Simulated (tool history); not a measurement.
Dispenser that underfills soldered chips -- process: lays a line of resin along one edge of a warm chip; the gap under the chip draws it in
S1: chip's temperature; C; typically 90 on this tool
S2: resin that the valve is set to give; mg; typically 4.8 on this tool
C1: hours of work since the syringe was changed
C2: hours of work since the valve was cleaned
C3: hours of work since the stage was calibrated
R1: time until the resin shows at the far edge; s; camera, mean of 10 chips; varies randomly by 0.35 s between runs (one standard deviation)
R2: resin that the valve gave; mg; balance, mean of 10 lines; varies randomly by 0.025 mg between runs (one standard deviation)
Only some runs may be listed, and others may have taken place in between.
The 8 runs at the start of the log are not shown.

-- hour=26.8 new syringe of resin
run 9 hour=28 | S1=90 S2=4.8 | C1=1 C2=108 C3=61 | R1=19 R2=4.53
run 10 hour=30.7 | S1=86 S2=4.8 | C1=3 C2=109 C3=63 | R1=23.6 R2=4.59
run 11 hour=35.2 | S1=86 S2=4.8 | C1=6 C2=112 C3=66 | R1=27.7 R2=4.53
run 12 hour=39.3 | S1=86 S2=4.8 | C1=8 C2=115 C3=69 | R1=31.6 R2=4.58
-- hour=42 new syringe of resin
run 13 hour=44.2 | S1=86 S2=4.8 | C1=2 C2=118 C3=72 | R1=22.2 R2=4.59
run 14 hour=48.2 | S1=86 S2=4.8 | C1=4 C2=121 C3=74 | R1=24.9 R2=4.5
run 15 hour=51.8 | S1=86 S2=4.8 | C1=7 C2=123 C3=77 | R1=28.7 R2=4.53
run 16 hour=56.6 | S1=86 S2=4.8 | C1=10 C2=127 C3=80 | R1=34.2 R2=4.51
-- hour=57.3 new syringe of resin
run 17 hour=61.2 | S1=90 S2=5.22 | C1=3 C2=129 C3=83 | R1=20.1 R2=4.91
run 18 hour=64 | S1=90 S2=5.22 | C1=5 C2=131 C3=85 | R1=22 R2=4.9
run 19 hour=67.3 | S1=90 S2=5.22 | C1=7 C2=134 C3=87 | R1=24.3 R2=4.93
-- hour=72.5 new syringe of resin
run 20 hour=72.5 | S1=100 S2=4.17 | C1=0 C2=137 C3=90 | R1=13 R2=3.88
run 21 hour=76.6 | S1=101 S2=4.23 | C1=3 C2=140 C3=93 | R1=15.1 R2=3.97
run 22 hour=79.9 | S1=104 S2=6.01 | C1=5 C2=142 C3=95 | R1=14.6 R2=5.63
run 23 hour=82.7 | S1=89 S2=4.3 | C1=7 C2=144 C3=97 | R1=27.1 R2=3.99
-- hour=85.1 dispensing valve cleaned and set on the balance
run 24 hour=86.7 | S1=89 S2=4.3 | C1=9 C2=1 C3=99 | R1=29.8 R2=4.31
-- hour=88.8 new syringe of resin
run 25 hour=90.7 | S1=89 S2=4.3 | C1=1 C2=4 C3=102 | R1=19.2 R2=4.32
run 26 hour=94.3 | S1=89 S2=4.3 | C1=4 C2=6 C3=104 | R1=23.1 R2=4.26
run 27 hour=99 | S1=89 S2=4.3 | C1=7 C2=9 C3=107 | R1=26.5 R2=4.32
run 28 hour=102.6 | S1=89 S2=4.3 | C1=9 C2=12 C3=110 | R1=31.3 R2=4.28
-- hour=104 new syringe of resin
run 29 hour=105.1 | S1=101 S2=6.18 | C1=1 C2=13 C3=111 | R1=12.7 R2=6.09

Run 30, settings as shown, results not yet in. Your forecast:
run 30 hour=108.3 | S1=84 S2=5.02 | C1=3 C2=15 C3=113 | R1=? R2=?

R1: 26 s
R2: 4.94 mg
On a tool with no hidden condition, and with the same random variation, this run would have come out at R1 21.7 s, R2 4.98 mg.
